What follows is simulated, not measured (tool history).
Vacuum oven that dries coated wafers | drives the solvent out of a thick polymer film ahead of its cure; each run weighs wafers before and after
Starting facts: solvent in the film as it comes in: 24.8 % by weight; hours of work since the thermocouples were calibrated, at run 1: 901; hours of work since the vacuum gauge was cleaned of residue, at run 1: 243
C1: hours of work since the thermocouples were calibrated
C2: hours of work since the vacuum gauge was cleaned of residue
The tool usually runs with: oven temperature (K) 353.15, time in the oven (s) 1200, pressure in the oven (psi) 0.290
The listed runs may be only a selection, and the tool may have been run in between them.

run 1 hour=0.0 | oven_temperature_(K)=353.15 time_in_the_oven_(s)=1200 pressure_in_the_oven_(psi)=0.290 | C1=901 C2=243 | solvent_left_in_the_film_(%)=3.60
run 2 hour=30.7 | oven_temperature_(K)=353.15 time_in_the_oven_(s)=1200 pressure_in_the_oven_(psi)=0.528 | C1=922 C2=265 | solvent_left_in_the_film_(%)=4.88
run 3 hour=61.6 | oven_temperature_(K)=353.15 time_in_the_oven_(s)=1200 pressure_in_the_oven_(psi)=0.683 | C1=944 C2=287 | solvent_left_in_the_film_(%)=5.53
run 4 hour=80.9 | oven_temperature_(K)=353.15 time_in_the_oven_(s)=1200 pressure_in_the_oven_(psi)=1.050 | C1=958 C2=300 | solvent_left_in_the_film_(%)=7.21
run 5 hour=114.6 | oven_temperature_(K)=342.15 time_in_the_oven_(s)=1200 pressure_in_the_oven_(psi)=0.290 | C1=982 C2=324 | solvent_left_in_the_film_(%)=9.41
run 6 hour=149.3 | oven_temperature_(K)=342.15 time_in_the_oven_(s)=1200 pressure_in_the_oven_(psi)=0.290 | C1=1006 C2=349 | solvent_left_in_the_film_(%)=9.49
run 7 hour=185.7 | oven_temperature_(K)=353.15 time_in_the_oven_(s)=900 pressure_in_the_oven_(psi)=0.290 | C1=1032 C2=374 | solvent_left_in_the_film_(%)=5.25
run 8 hour=214.5 | oven_temperature_(K)=353.15 time_in_the_oven_(s)=1080 pressure_in_the_oven_(psi)=0.290 | C1=1052 C2=395 | solvent_left_in_the_film_(%)=4.22
run 9 hour=253.1 | oven_temperature_(K)=353.15 time_in_the_oven_(s)=1080 pressure_in_the_oven_(psi)=0.290 | C1=1079 C2=422 | solvent_left_in_the_film_(%)=4.26
run 10 hour=288.5 | oven_temperature_(K)=353.15 time_in_the_oven_(s)=1200 pressure_in_the_oven_(psi)=0.290 | C1=1104 C2=447 | solvent_left_in_the_film_(%)=3.80
run 11 hour=308.3 | oven_temperature_(K)=353.15 time_in_the_oven_(s)=1200 pressure_in_the_oven_(psi)=0.290 | C1=1118 C2=461 | solvent_left_in_the_film_(%)=3.85
run 12 hour=345.3 | oven_temperature_(K)=353.15 time_in_the_oven_(s)=1200 pressure_in_the_oven_(psi)=0.290 | C1=1144 C2=487 | solvent_left_in_the_film_(%)=3.83
run 13 hour=376.4 | oven_temperature_(K)=353.15 time_in_the_oven_(s)=1200 pressure_in_the_oven_(psi)=0.290 | C1=1166 C2=509 | solvent_left_in_the_film_(%)=3.80
run 14 hour=403.1 | oven_temperature_(K)=353.15 time_in_the_oven_(s)=1200 pressure_in_the_oven_(psi)=0.290 | C1=1185 C2=528 | solvent_left_in_the_film_(%)=3.77
run 15 hour=424.7 | oven_temperature_(K)=358.15 time_in_the_oven_(s)=1200 pressure_in_the_oven_(psi)=0.280 | C1=1200 C2=543 | solvent_left_in_the_film_(%)=2.25
run 16 hour=441.0 | oven_temperature_(K)=343.15 time_in_the_oven_(s)=1200 pressure_in_the_oven_(psi)=0.280 | C1=1212 C2=555 | solvent_left_in_the_film_(%)=9.30
run 17 hour=474.0 | oven_temperature_(K)=343.15 time_in_the_oven_(s)=1200 pressure_in_the_oven_(psi)=0.280 | C1=1235 C2=578 | solvent_left_in_the_film_(%)=9.20
run 18 hour=493.9 | oven_temperature_(K)=343.15 time_in_the_oven_(s)=1200 pressure_in_the_oven_(psi)=0.280 | C1=1249 C2=592 | solvent_left_in_the_film_(%)=8.96
run 19 hour=520.9 | oven_temperature_(K)=343.15 time_in_the_oven_(s)=1200 pressure_in_the_oven_(psi)=0.280 | C1=1268 C2=611 | solvent_left_in_the_film_(%)=9.00
run 20 hour=548.1 | oven_temperature_(K)=343.15 time_in_the_oven_(s)=1200 pressure_in_the_oven_(psi)=0.280 | C1=1288 C2=630 | solvent_left_in_the_film_(%)=9.07
run 21 hour=578.3 | oven_temperature_(K)=365.15 time_in_the_oven_(s)=660 pressure_in_the_oven_(psi)=0.497 | C1=1309 C2=651 | solvent_left_in_the_film_(%)=2.92
-- hour=592.7 oven's thermocouples calibrated
run 22 hour=610.5 | oven_temperature_(K)=353.15 time_in_the_oven_(s)=1200 pressure_in_the_oven_(psi)=0.264 | C1=13 C2=673 | solvent_left_in_the_film_(%)=3.84
run 23 hour=637.8 | oven_temperature_(K)=348.15 time_in_the_oven_(s)=1560 pressure_in_the_oven_(psi)=0.290 | C1=32 C2=692 | solvent_left_in_the_film_(%)=4.87
run 24 hour=654.8 | oven_temperature_(K)=342.15 time_in_the_oven_(s)=1860 pressure_in_the_oven_(psi)=0.290 | C1=44 C2=704 | solvent_left_in_the_film_(%)=7.21
run 25 hour=686.7 | oven_temperature_(K)=340.15 time_in_the_oven_(s)=1200 pressure_in_the_oven_(psi)=1.082 | C1=66 C2=727 | solvent_left_in_the_film_(%)=15.27
run 26 hour=706.6 | oven_temperature_(K)=353.15 time_in_the_oven_(s)=840 pressure_in_the_oven_(psi)=0.290 | C1=80 C2=741 | solvent_left_in_the_film_(%)=6.12
run 27 hour=733.3 | oven_temperature_(K)=353.15 time_in_the_oven_(s)=840 pressure_in_the_oven_(psi)=0.290 | C1=99 C2=759 | solvent_left_in_the_film_(%)=6.00

Consider 5 possible next runs. They are alternatives, not a sequence: every one starts from the tool as it was left by run 27. What does each give?
run A hour=754.6 | oven_temperature_(K)=353.15 time_in_the_oven_(s)=1920 pressure_in_the_oven_(psi)=0.290 | C1=114 C2=774 | solvent_left_in_the_film_(%)=?
run B hour=754.6 | oven_temperature_(K)=347.15 time_in_the_oven_(s)=660 pressure_in_the_oven_(psi)=0.290 | C1=114 C2=774 | solvent_left_in_the_film_(%)=?
run C hour=754.6 | oven_temperature_(K)=353.15 time_in_the_oven_(s)=840 pressure_in_the_oven_(psi)=0.281 | C1=114 C2=774 | solvent_left_in_the_film_(%)=?
run D hour=754.6 | oven_temperature_(K)=353.15 time_in_the_oven_(s)=1200 pressure_in_the_oven_(psi)=0.239 | C1=114 C2=774 | solvent_left_in_the_film_(%)=?
run E hour=754.6 | oven_temperature_(K)=353.15 time_in_the_oven_(s)=1200 pressure_in_the_oven_(psi)=0.535 | C1=114 C2=774 | solvent_left_in_the_film_(%)=?

run=A solvent_left_in_the_film_(%)=2.39
run=B solvent_left_in_the_film_(%)=11.02
run=C solvent_left_in_the_film_(%)=5.97
run=D solvent_left_in_the_film_(%)=3.69
run=E solvent_left_in_the_film_(%)=5.29
With no hidden state in the tool, these same runs would have given:
run=A solvent_left_in_the_film_(%)=1.96
run=B solvent_left_in_the_film_(%)=10.41
run=C solvent_left_in_the_film_(%)=5.38
run=D solvent_left_in_the_film_(%)=3.15
run=E solvent_left_in_the_film_(%)=4.73
